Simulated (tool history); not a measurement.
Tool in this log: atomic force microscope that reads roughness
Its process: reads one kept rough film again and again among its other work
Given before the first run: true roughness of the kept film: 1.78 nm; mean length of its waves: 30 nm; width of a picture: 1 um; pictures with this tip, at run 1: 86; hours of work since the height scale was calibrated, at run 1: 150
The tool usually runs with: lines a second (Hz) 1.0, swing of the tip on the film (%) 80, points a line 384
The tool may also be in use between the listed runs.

run	day	lines a second (Hz)	swing of the tip on the film (%)	points a line	pictures with this tip	hours of work since the height scale was calibrated	roughness of the kept film (nm (root mean square))
1	0.000	1.0	80	384	86	150	1.525
2	0.450	0.9	80	384	104	157	1.521
3	0.658	0.9	80	384	112	160	1.509
4	0.858	0.9	80	384	120	163	1.519
5	1.258	0.9	80	384	136	168	1.507
6	1.675	1.0	67	384	153	175	1.545
7	2.042	1.0	68	384	168	180	1.535
8	2.233	1.0	60	384	176	183	1.552
9	2.421	1.0	60	384	183	185	1.536
10	2.712	1.0	60	384	195	190	1.551
11	2.912	1.0	80	339	203	193	1.474
# day 3.254: new tip fitted
12	3.367	1.0	80	339	5	199	1.555
13	3.688	1.0	80	339	17	204	1.552
14	3.883	1.0	55	544	25	206	1.653

Expected results for the next run?
15	4.217	1.0	55	544	39	211	?

Run 15 produced roughness of the kept film (nm (root mean square)) 1.646.
Had the tool carried no hidden state, the very same run would have given roughness of the kept film (nm (root mean square)) 1.667.

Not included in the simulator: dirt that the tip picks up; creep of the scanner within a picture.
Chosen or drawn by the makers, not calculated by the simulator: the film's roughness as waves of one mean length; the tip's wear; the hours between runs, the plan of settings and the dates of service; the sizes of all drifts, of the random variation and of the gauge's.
